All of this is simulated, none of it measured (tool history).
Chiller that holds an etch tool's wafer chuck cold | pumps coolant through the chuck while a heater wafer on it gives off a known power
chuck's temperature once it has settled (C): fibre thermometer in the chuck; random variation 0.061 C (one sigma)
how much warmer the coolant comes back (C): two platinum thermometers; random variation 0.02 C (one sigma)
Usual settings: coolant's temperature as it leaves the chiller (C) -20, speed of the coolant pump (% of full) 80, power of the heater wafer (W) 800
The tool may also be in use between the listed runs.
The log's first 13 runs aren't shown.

run     day  coolant's temperature as it leaves the chiller (C)  speed of the coolant pump (% of full)  power of the heater wafer (W)  chuck's temperature once it has settled (C)  how much warmer the coolant comes back (C)
 14  12.683                                                 -20                                     80                           1047                                        -8.53                                        3.47
     14.017  -- coolant changed, channels flushed
 15  14.242                                                 -20                                     80                           1047                                        -8.50                                        3.49
 16  15.379                                                 -20                                     80                           1047                                        -8.51                                        3.52
 17  16.375                                                 -20                                     98                            812                                       -12.47                                        2.35
 18  17.088                                                 -20                                     80                           1022                                        -8.71                                        3.48
 19  18.429                                                 -15                                     76                            458                                        -9.78                                        1.87
 20  19.012                                                 -15                                     76                            458                                        -9.76                                        1.89
 21  19.954                                                 -13                                     78                            639                                        -5.91                                        2.40
 22  20.717                                                 -27                                     80                            800                                       -18.22                                        2.87
     21.054  -- gauge calibrated
 23  21.608                                                 -26                                     80                            800                                       -17.28                                        2.44
 24  22.838                                                 -26                                     80                            800                                       -17.24                                        2.45
 25  24.258                                                 -20                                     91                           1174                                        -8.38                                        3.17
 26  25.617                                                 -22                                     80                            643                                       -14.94                                        2.05
 27  26.983                                                 -18                                     91                            508                                       -13.01                                        1.43
 28  28.229                                                 -28                                     91                            464                                       -23.39                                        1.36
 29  29.421                                                 -27                                     80                            800                                       -18.21                                        2.64
 30  30.446                                                 -14                                     65                            508                                        -7.53                                        2.15
 31  31.808                                                 -20                                     96                            501                                       -15.22                                        1.49
 32  32.800                                                 -20                                     96                            501                                       -15.16                                        1.47

Forecast each of these 3 alternatives for the next run:
  A  33.912                                                 -23                                     80                            970                                            ?                                           ?
  B  33.912                                                 -20                                     94                            501                                            ?                                           ?
  C  33.912                                                 -18                                     86                            606                                            ?                                           ?

run  chuck's temperature once it has settled (C)  how much warmer the coolant comes back (C)
  A                                       -12.31                                        3.23
  B                                       -15.13                                        1.58
  C                                       -11.99                                        1.96
Without the tool's hidden state the same runs would have given:
run  chuck's temperature once it has settled (C)  how much warmer the coolant comes back (C)
  A                                       -12.31                                        2.95
  B                                       -15.12                                        1.30
  C                                       -11.99                                        1.68
